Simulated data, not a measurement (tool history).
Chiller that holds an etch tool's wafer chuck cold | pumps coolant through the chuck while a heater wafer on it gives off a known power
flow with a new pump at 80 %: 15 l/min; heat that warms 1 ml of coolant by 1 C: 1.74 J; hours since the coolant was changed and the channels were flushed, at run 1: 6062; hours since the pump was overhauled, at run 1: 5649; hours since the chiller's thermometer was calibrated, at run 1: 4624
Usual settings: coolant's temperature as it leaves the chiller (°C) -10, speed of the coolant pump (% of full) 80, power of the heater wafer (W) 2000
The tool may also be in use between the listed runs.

run	hour	coolant's temperature as it leaves the chiller (°C)	speed of the coolant pump (% of full)	power of the heater wafer (W)	hours since the coolant was changed and the channels were flushed	hours since the pump was overhauled	hours since the chiller's thermometer was calibrated	chuck's temperature once it has settled (°C)	how much warmer the coolant comes back (C)
1	0	-10	80	2000	6062	5649	4624	6.8	4.98
2	146.5	-10	80	1298	6209	5796	4770	0.8	3.19
3	267.8	-10	80	1298	6330	5917	4892	0.8	3.24
4	421	-5	80	2000	6483	6070	5045	11.9	4.99
5	548.6	-5	80	2000	6611	6198	5173	11.9	5.01
6	647.1	-10	62	2000	6709	6296	5271	12	6.73
7	783.2	-15	80	2000	6845	6433	5407	2.1	5.01
8	909	-15	80	2000	6971	6558	5533	2.1	5.02
9	1016.7	-10	80	2000	7079	6666	5641	7.2	5.1
# hour 1078.3: chiller's thermometer calibrated
10	1146.7	-10	80	2135	7208	6795	68	8.8	5.4
11	1217.1	-10	80	2221	7278	6865	139	9.5	5.7
12	1325.5	-10	95	2000	7387	6974	247	5.1	4.17
13	1480.6	-10	95	2000	7542	7129	402	5.2	4.17
14	1624.2	-10	95	2000	7685	7273	546	5.1	4.16
15	1739.5	-10	80	2000	7801	7388	661	7.8	5.12
16	1894.7	-14	80	2000	7956	7543	816	4	5.08
17	1995	-4	80	2085	8056	7643	917	14.8	5.4
18	2110.7	-11	80	1208	8172	7759	1032	-0.1	3.05
19	2192.8	-10	88	1581	8254	7841	1115	3.1	3.64
20	2288.1	-15	62	1146	8349	7936	1210	-1.7	3.9
21	2413.6	-14	97	1624	8475	8062	1335	-1.6	3.34
22	2530.9	-2	97	1688	8592	8179	1453	11.1	3.51
23	2596.4	-2	97	1688	8658	8245	1518	10.8	3.5
24	2730	-10	87	1468	8791	8378	1652	2.6	3.45
25	2839.6	-1	80	1344	8901	8488	1761	11.4	3.54
26	2934.4	-10	80	1704	8996	8583	1856	5.6	4.41
27	3054.8	-10	96	2212	9116	8703	1976	7.2	4.67
28	3172.6	-5	80	1145	9234	8821	2094	5.6	2.92
29	3257.3	-9	94	1015	9319	8906	2179	-1	2.21
30	3406.6	-4	95	2080	9468	9055	2328	12.5	4.49
31	3538.8	-2	65	2601	9600	9187	2461	27.8	8.57

3 ways to go on from here, each from the tool as it stands after run 31. What would each give?
A	3685.4	-13	76	2034	9747	9334	2607	?	?
B	3685.4	-10	80	2421	9747	9334	2607	?	?
C	3685.4	-12	62	1779	9747	9334	2607	?	?

run	chuck's temperature once it has settled (°C)	how much warmer the coolant comes back (C)
A	7.1	5.6
B	12.7	6.29
C	9.3	6.18
Without the tool's hidden state the same runs would have given:
run	chuck's temperature once it has settled (°C)	how much warmer the coolant comes back (C)
A	2.7	4.92
B	7.6	5.53
C	4.6	5.44

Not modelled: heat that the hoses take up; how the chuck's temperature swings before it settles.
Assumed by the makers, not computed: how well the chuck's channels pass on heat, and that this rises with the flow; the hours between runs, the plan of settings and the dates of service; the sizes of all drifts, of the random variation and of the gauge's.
